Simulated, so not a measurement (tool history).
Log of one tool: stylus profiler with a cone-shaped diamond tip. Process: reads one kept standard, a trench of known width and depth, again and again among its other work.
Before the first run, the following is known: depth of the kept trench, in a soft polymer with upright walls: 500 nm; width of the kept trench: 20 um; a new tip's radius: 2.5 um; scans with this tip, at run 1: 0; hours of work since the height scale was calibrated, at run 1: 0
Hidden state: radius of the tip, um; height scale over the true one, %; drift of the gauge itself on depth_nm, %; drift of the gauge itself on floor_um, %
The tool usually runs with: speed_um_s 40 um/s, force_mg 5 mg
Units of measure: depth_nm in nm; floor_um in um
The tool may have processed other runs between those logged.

| run | hour | speed_um_s | force_mg | scans with this tip | hours of work since the height scale was calibrated | depth_nm | floor_um |
|---|---|---|---|---|---|---|---|
| 1 | 0 | 40 | 5 | 0 | 0 | 505.38 | 16.87 |
| 2 | 42.9 | 40 | 5 | 134 | 21 | 505.59 | 16.86 |
| 3 | 128.2 | 40 | 5 | 399 | 62 | 505.33 | 16.81 |
| 4 | 180.8 | 40 | 5 | 562 | 87 | 505.29 | 16.79 |
| 5 | 271.6 | 40 | 3.03 | 844 | 131 | 503.98 | 16.67 |
| 6 | 374.2 | 40 | 3.03 | 1163 | 180 | 504.19 | 16.61 |
| 7 | 432.6 | 10 | 5 | 1345 | 208 | 505.66 | 16.69 |
| 8 | 490.9 | 86 | 5 | 1526 | 236 | 505.7 | 16.57 |

Run 9, settings as shown, results not yet in. Your forecast:
| 9 | 596.8 | 86 | 5 | 1855 | 287 | ? | ? |

Run 9 yielded depth_nm 505.71 nm, floor_um 16.47 um.
On a tool with no hidden condition, and with the same random variation, this run would have come out at depth_nm 505.11 nm, floor_um 16.84 um.
